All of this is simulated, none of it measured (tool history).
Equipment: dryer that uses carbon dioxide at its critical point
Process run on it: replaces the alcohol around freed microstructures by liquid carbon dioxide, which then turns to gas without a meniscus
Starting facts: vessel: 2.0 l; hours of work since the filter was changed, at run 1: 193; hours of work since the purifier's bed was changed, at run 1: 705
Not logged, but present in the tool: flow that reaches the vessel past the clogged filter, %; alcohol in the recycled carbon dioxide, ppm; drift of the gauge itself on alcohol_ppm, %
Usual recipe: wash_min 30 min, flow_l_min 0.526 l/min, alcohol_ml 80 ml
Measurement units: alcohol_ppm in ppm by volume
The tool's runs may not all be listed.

run,hour,wash_min,flow_l_min,alcohol_ml,hours of work since the filter was changed,hours of work since the purifier's bed was changed,alcohol_ppm
1,0.0,30,0.526,80,193,705,189
2,64.6,30,0.526,80,219,731,197
3,113.4,30,0.526,80,238,750,204
4,153.7,30,0.526,80,253,765,206
5,184.6,30,0.526,80,265,777,211
6,218.8,30,0.526,80,279,791,220
7,282.6,30,0.526,80,304,815,231
8,338.8,30,0.526,80,325,837,237
9,400.4,21,0.526,80,349,861,606
10,443.9,21,0.526,80,366,878,620
11,507.5,21,0.526,80,391,903,627
12,569.9,21,0.526,80,415,927,639
13,633.0,30,0.526,80,440,952,275
14,698.9,30,0.526,33,466,978,237
# hour 707.2: inlet filter changed
15,727.7,30,0.526,33,8,988,210
16,778.5,30,0.526,33,28,1008,232
17,817.3,30,0.335,33,43,1023,385
18,874.3,30,0.526,80,65,1045,250
19,930.1,30,0.526,80,87,1067,251
20,961.6,30,0.526,80,99,1079,263
21,1015.0,30,0.526,80,120,1100,265
22,1066.1,26,0.526,61,140,1120,311
23,1121.9,19,0.526,80,161,1142,731
24,1158.7,27,0.526,80,176,1156,318
25,1207.7,30,0.660,22,195,1175,242
26,1256.8,27,0.458,22,214,1194,301
27,1302.3,27,0.458,22,232,1212,301
28,1351.3,30,0.399,80,251,1231,524
29,1385.9,41,0.526,97,264,1245,264
30,1418.6,41,0.526,97,277,1257,272
31,1467.2,41,0.526,97,296,1276,267
32,1525.3,23,0.706,97,319,1299,318
33,1583.7,34,0.735,45,341,1322,276
34,1650.0,21,0.526,84,367,1347,704
35,1707.2,28,0.855,27,389,1370,278
36,1769.8,28,0.855,27,414,1394,292
37,1797.6,30,0.856,73,425,1405,283
38,1841.6,41,0.338,69,442,1422,443
# hour 1850.8: purifier's bed changed
39,1884.3,41,0.338,24,457,13,61

How the hidden state differs across the entries between the runs, from the last listed run before each to the first after it:
Runs 14 to 15: inlet filter changed (hour 707.2)
  flow that reaches the vessel past the clogged filter, %: 85.9 -> 99.3; alcohol in the recycled carbon dioxide, ppm: 204 -> 206.3
  measured less the result without the state, alcohol_ppm: +223 -> +202 ppm by volume
Runs 38 to 39: purifier's bed changed (hour 1850.8)
  flow that reaches the vessel past the clogged filter, %: 85.8 -> 85.4; alcohol in the recycled carbon dioxide, ppm: 292.7 -> 9.5
  measured less the result without the state, alcohol_ppm: +373 -> +37 ppm by volume

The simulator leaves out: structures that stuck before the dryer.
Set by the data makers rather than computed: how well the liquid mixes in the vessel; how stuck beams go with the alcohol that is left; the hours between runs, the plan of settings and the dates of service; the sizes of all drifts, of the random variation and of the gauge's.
